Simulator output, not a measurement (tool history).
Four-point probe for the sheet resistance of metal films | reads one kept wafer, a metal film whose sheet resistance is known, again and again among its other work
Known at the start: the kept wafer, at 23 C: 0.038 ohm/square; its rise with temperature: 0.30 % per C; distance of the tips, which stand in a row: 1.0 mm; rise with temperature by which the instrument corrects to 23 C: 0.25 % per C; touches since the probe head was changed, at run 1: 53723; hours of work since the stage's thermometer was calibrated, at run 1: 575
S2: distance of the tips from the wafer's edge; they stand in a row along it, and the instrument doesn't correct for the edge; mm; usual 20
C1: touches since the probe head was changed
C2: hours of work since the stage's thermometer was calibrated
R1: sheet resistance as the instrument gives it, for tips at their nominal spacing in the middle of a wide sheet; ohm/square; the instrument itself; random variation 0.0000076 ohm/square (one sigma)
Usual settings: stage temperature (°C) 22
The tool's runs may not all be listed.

Run 1, hour 0: usual settings; C1 53723; C2 575. Result: R1 0.037487 ohm/square.
Run 2, hour 89.4: usual settings; C1 57207; C2 621. Result: R1 0.037493 ohm/square.
Run 3, hour 155.2: usual settings; C1 59775; C2 654. Result: R1 0.037479 ohm/square.
Run 4, hour 229: usual settings but stage temperature (°C) 21; C1 62651; C2 692. Result: R1 0.037448 ohm/square.
Run 5, hour 307.3: usual settings but stage temperature (°C) 21; C1 65705; C2 732. Result: R1 0.037447 ohm/square.
Run 6, hour 359.3: usual settings but stage temperature (°C) 21; C1 67734; C2 758. Result: R1 0.037439 ohm/square.
Run 7, hour 424.2: usual settings but stage temperature (°C) 21; C1 70265; C2 792. Result: R1 0.037441 ohm/square.
Run 8, hour 499.8: usual settings but stage temperature (°C) 21; C1 73210; C2 830. Result: R1 0.037433 ohm/square.
Run 9, hour 539.5: usual settings but stage temperature (°C) 21; C1 74759; C2 850. Result: R1 0.037438 ohm/square.
Run 10, hour 618.1: usual settings; C1 77823; C2 891. Result: R1 0.037441 ohm/square.
Run 11, hour 688.6: usual settings but S2 17 mm; C1 80574; C2 927. Result: R1 0.037451 ohm/square.
Run 12, hour 767.2: usual settings but S2 17 mm; C1 83640; C2 967. Result: R1 0.037445 ohm/square.
Run 13, hour 836.8: usual settings but stage temperature (°C) 25; C1 86351; C2 1002. Result: R1 0.037457 ohm/square.
Run 14, hour 919.7: usual settings but stage temperature (°C) 25; C1 89586; C2 1045. Result: R1 0.037455 ohm/square.
Run 15, hour 993: usual settings but stage temperature (°C) 25, S2 9 mm; C1 92441; C2 1082. Result: R1 0.037645 ohm/square.
Run 16, hour 1062.2: usual settings; C1 95140; C2 1117. Result: R1 0.037398 ohm/square.
At hour 1068.6: stage's thermometer calibrated.
Run 17, hour 1105: usual settings but stage temperature (°C) 19; C1 96793; C2 19. Result: R1 0.037368 ohm/square.
Run 18, hour 1143.4: usual settings but stage temperature (°C) 19; C1 98290; C2 38. Result: R1 0.037362 ohm/square.
Run 19, hour 1237.4: usual settings but stage temperature (°C) 19; C1 101952; C2 86. Result: R1 0.037353 ohm/square.
Run 20, hour 1316.1: usual settings but stage temperature (°C) 19; C1 105023; C2 126. Result: R1 0.037335 ohm/square.
Run 21, hour 1365.1: usual settings but S2 19 mm; C1 106933; C2 151. Result: R1 0.037404 ohm/square.
Run 22, hour 1414.8: usual settings but S2 19 mm; C1 108872; C2 177. Result: R1 0.037406 ohm/square.
Run 23, hour 1496.5: usual settings but stage temperature (°C) 20, S2 6 mm; C1 112056; C2 219. Result: R1 0.037853 ohm/square.
Run 24, hour 1538.1: usual settings but stage temperature (°C) 20, S2 6 mm; C1 113678; C2 240. Result: R1 0.037855 ohm/square.
At hour 1567.8: stage's thermometer calibrated, once more.
Run 25, hour 1611.5: usual settings but S2 26 mm; C1 116523; C2 22. Result: R1 0.037283 ohm/square.
Run 26, hour 1675.8: usual settings but stage temperature (°C) 25, S2 4 mm; C1 119028; C2 55. Result: R1 0.03851 ohm/square.
Run 27, hour 1749.8: usual settings but stage temperature (°C) 21, S2 12 mm; C1 121915; C2 93. Result: R1 0.037359 ohm/square.
Run 28, hour 1795.9: usual settings but stage temperature (°C) 32, S2 12 mm; C1 123710; C2 117. Result: R1 0.037526 ohm/square.
Run 29, hour 1844.1: usual settings but stage temperature (°C) 32, S2 8 mm; C1 125591; C2 141. Result: R1 0.037687 ohm/square.
Run 30, hour 1894.9: usual settings but stage temperature (°C) 32, S2 8 mm; C1 127571; C2 167. Result: R1 0.037695 ohm/square.
Run 31, hour 1979.9: usual settings but stage temperature (°C) 32, S2 6 mm; C1 130886; C2 211. Result: R1 0.037912 ohm/square.
Run 32, hour 2056.2: usual settings but stage temperature (°C) 19, S2 4 mm; C1 133861; C2 250. Result: R1 0.038374 ohm/square.
Run 33, hour 2096.6: usual settings but stage temperature (°C) 30, S2 7 mm; C1 135435; C2 270. Result: R1 0.037742 ohm/square.
Run 34, hour 2179.6: usual settings but stage temperature (°C) 24, S2 46 mm; C1 138674; C2 313. Result: R1 0.037254 ohm/square.
Run 35, hour 2234.7: usual settings but stage temperature (°C) 27, S2 13 mm; C1 140821; C2 341. Result: R1 0.037385 ohm/square.
Run 36, hour 2287.1: usual settings but stage temperature (°C) 19, S2 10 mm; C1 142863; C2 367. Result: R1 0.037344 ohm/square.
Run 37, hour 2377: usual settings but stage temperature (°C) 35, S2 28 mm; C1 146371; C2 413. Result: R1 0.037409 ohm/square.
Run 38, hour 2451.4: usual settings but stage temperature (°C) 24, S2 5 mm; C1 149272; C2 451. Result: R1 0.037992 ohm/square.
Run 39, hour 2491.3: usual settings but stage temperature (°C) 24, S2 5 mm; C1 150828; C2 472. Result: R1 0.037989 ohm/square.
Run 40, hour 2565.9: usual settings but stage temperature (°C) 18, S2 29 mm; C1 153736; C2 510. Result: R1 0.037119 ohm/square.
Run 41, hour 2634.6: usual settings but stage temperature (°C) 31, S2 4 mm; C1 156413; C2 545. Result: R1 0.038519 ohm/square.
At hour 2668.1: new probe head fitted.
Run 42, hour 2698.6: usual settings but stage temperature (°C) 26, S2 15 mm; C1 1190; C2 577. Result: R1 0.037981 ohm/square.
Run 43, hour 2770.4: usual settings but stage temperature (°C) 28, S2 55 mm; C1 3990; C2 614. Result: R1 0.037913 ohm/square.
Run 44, hour 2849.3: usual settings but stage temperature (°C) 24, S2 6 mm; C1 7065; C2 654. Result: R1 0.038391 ohm/square.

5 ways to go on from here, each from the tool as it stands after run 44. What would each give?
Run A, hour 2911.7: usual settings but stage temperature (°C) 21, S2 3 mm; C1 9500; C2 686. Result: R1 ?.
Run B, hour 2911.7: usual settings but stage temperature (°C) 32, S2 63 mm; C1 9500; C2 686. Result: R1 ?.
Run C, hour 2911.7: usual settings; C1 9500; C2 686. Result: R1 ?.
Run D, hour 2911.7: usual settings but S2 12 mm; C1 9500; C2 686. Result: R1 ?.
Run E, hour 2911.7: usual settings but stage temperature (°C) 20, S2 21 mm; C1 9500; C2 686. Result: R1 ?.

run        R1
  A  0.039922
  B  0.037979
  C  0.037856
  D  0.037928
  E  0.037806
Without the tool's hidden state the same runs would have given:
run        R1
  A  0.040115
  B  0.038163
  C  0.038039
  D  0.038112
  E  0.037989
